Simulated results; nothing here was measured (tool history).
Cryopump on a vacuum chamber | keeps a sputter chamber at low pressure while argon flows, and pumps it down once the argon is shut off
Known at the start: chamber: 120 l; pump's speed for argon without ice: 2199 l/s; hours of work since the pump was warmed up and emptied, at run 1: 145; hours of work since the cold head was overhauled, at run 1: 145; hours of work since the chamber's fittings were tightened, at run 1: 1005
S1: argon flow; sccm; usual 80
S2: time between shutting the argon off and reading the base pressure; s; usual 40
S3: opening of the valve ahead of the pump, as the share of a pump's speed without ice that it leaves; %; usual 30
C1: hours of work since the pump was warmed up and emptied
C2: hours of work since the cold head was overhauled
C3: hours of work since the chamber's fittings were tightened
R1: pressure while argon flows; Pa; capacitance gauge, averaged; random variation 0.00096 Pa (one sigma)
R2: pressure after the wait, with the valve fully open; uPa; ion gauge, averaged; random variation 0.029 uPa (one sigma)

{"run": 1, "day": 0.0, "S1": 80, "S2": 40, "S3": 30, "C1": 145, "C2": 145, "C3": 1005, "R1": 0.2145, "R2": 1.94}
{"run": 2, "day": 0.333, "S1": 80, "S2": 40, "S3": 30, "C1": 150, "C2": 150, "C3": 1010, "R1": 0.2172, "R2": 1.82}
{"run": 3, "day": 1.033, "S1": 80, "S2": 40, "S3": 30, "C1": 159, "C2": 159, "C3": 1019, "R1": 0.2171, "R2": 1.87}
{"run": 4, "day": 1.696, "S1": 80, "S2": 40, "S3": 30, "C1": 168, "C2": 168, "C3": 1028, "R1": 0.2178, "R2": 1.9}
{"run": 5, "day": 2.008, "S1": 80, "S2": 40, "S3": 30, "C1": 173, "C2": 173, "C3": 1032, "R1": 0.2149, "R2": 1.93}
{"run": 6, "day": 2.317, "S1": 80, "S2": 40, "S3": 30, "C1": 177, "C2": 177, "C3": 1037, "R1": 0.2164, "R2": 1.91}
{"run": 7, "day": 2.842, "S1": 80, "S2": 40, "S3": 30, "C1": 184, "C2": 184, "C3": 1044, "R1": 0.218, "R2": 1.95}
{"run": 8, "day": 3.225, "S1": 80, "S2": 40, "S3": 30, "C1": 189, "C2": 189, "C3": 1049, "R1": 0.2167, "R2": 1.93}
{"run": 9, "day": 3.679, "S1": 80, "S2": 40, "S3": 30, "C1": 195, "C2": 195, "C3": 1055, "R1": 0.2183, "R2": 2.02}
{"run": 10, "day": 4.283, "S1": 80, "S2": 40, "S3": 30, "C1": 204, "C2": 204, "C3": 1063, "R1": 0.219, "R2": 1.97}
{"run": 11, "day": 4.75, "S1": 80, "S2": 40, "S3": 30, "C1": 210, "C2": 210, "C3": 1070, "R1": 0.2198, "R2": 1.94}
{"run": 12, "day": 5.383, "S1": 80, "S2": 40, "S3": 30, "C1": 219, "C2": 219, "C3": 1078, "R1": 0.2199, "R2": 1.96}
{"run": 13, "day": 5.892, "S1": 80, "S2": 40, "S3": 30, "C1": 226, "C2": 226, "C3": 1085, "R1": 0.2202, "R2": 1.96}
{"run": 14, "day": 6.417, "S1": 80, "S2": 40, "S3": 27, "C1": 233, "C2": 233, "C3": 1093, "R1": 0.2436, "R2": 2.01}
{"run": 15, "day": 6.846, "S1": 80, "S2": 40, "S3": 27, "C1": 239, "C2": 239, "C3": 1098, "R1": 0.2438, "R2": 2.04}
{"run": 16, "day": 7.467, "S1": 80, "S2": 40, "S3": 30, "C1": 247, "C2": 247, "C3": 1107, "R1": 0.223, "R2": 2.09}
{"run": 17, "day": 8.183, "S1": 80, "S2": 40, "S3": 30, "C1": 257, "C2": 257, "C3": 1117, "R1": 0.2248, "R2": 2}
{"run": 18, "day": 8.688, "S1": 41, "S2": 215, "S3": 47, "C1": 264, "C2": 264, "C3": 1123, "R1": 0.077, "R2": 1}
{"run": 19, "day": 9.121, "S1": 41, "S2": 215, "S3": 47, "C1": 270, "C2": 270, "C3": 1129, "R1": 0.078, "R2": 1.02}
{"run": 20, "day": 9.679, "S1": 41, "S2": 215, "S3": 47, "C1": 277, "C2": 277, "C3": 1137, "R1": 0.0785, "R2": 1.02}
{"run": 21, "day": 10.262, "S1": 41, "S2": 215, "S3": 47, "C1": 285, "C2": 285, "C3": 1145, "R1": 0.078, "R2": 1.02}
{"run": 22, "day": 11.021, "S1": 46, "S2": 40, "S3": 23, "C1": 295, "C2": 295, "C3": 1155, "R1": 0.1657, "R2": 2.08}
{"run": 23, "day": 11.504, "S1": 46, "S2": 98, "S3": 23, "C1": 302, "C2": 302, "C3": 1162, "R1": 0.1658, "R2": 1.38}
{"day": 11.762, "done": "pump warmed up, emptied and cooled again"}
{"run": 24, "day": 12.175, "S1": 80, "S2": 86, "S3": 21, "C1": 6, "C2": 308, "C3": 1168, "R1": 0.2946, "R2": 1.2}
{"run": 25, "day": 12.871, "S1": 80, "S2": 40, "S3": 41, "C1": 15, "C2": 318, "C3": 1178, "R1": 0.151, "R2": 1.91}
{"run": 26, "day": 13.45, "S1": 95, "S2": 29, "S3": 41, "C1": 23, "C2": 326, "C3": 1186, "R1": 0.1805, "R2": 2.36}
{"run": 27, "day": 14.154, "S1": 118, "S2": 29, "S3": 40, "C1": 33, "C2": 335, "C3": 1195, "R1": 0.2283, "R2": 2.34}
{"run": 28, "day": 14.771, "S1": 80, "S2": 61, "S3": 19, "C1": 41, "C2": 344, "C3": 1204, "R1": 0.3262, "R2": 1.52}
{"run": 29, "day": 15.121, "S1": 80, "S2": 61, "S3": 19, "C1": 46, "C2": 349, "C3": 1208, "R1": 0.3272, "R2": 1.46}
{"run": 30, "day": 15.762, "S1": 147, "S2": 112, "S3": 30, "C1": 54, "C2": 357, "C3": 1217, "R1": 0.3865, "R2": 1.11}
{"run": 31, "day": 16.421, "S1": 147, "S2": 112, "S3": 30, "C1": 63, "C2": 366, "C3": 1226, "R1": 0.3847, "R2": 1.12}
{"run": 32, "day": 16.862, "S1": 70, "S2": 29, "S3": 57, "C1": 69, "C2": 372, "C3": 1232, "R1": 0.0987, "R2": 2.41}
{"run": 33, "day": 17.483, "S1": 37, "S2": 187, "S3": 31, "C1": 78, "C2": 381, "C3": 1241, "R1": 0.0955, "R2": 0.96}

Hidden state at the last listed run before each entry between runs and at the first one after, where it differs:
Between runs 23 and 24: pump warmed up, emptied and cooled again (day 11.762)
  pump's speed, % of a pump's without ice: 73.1 -> 99.2; cold plate's temperature, K: 12.58 -> 12.59; leak into the chamber, uPa l/s: 1303 -> 1309
  measured less the result without the state, R1: +0.0135 -> +0.0012 Pa; R2: +0.71 -> +0.48 uPa
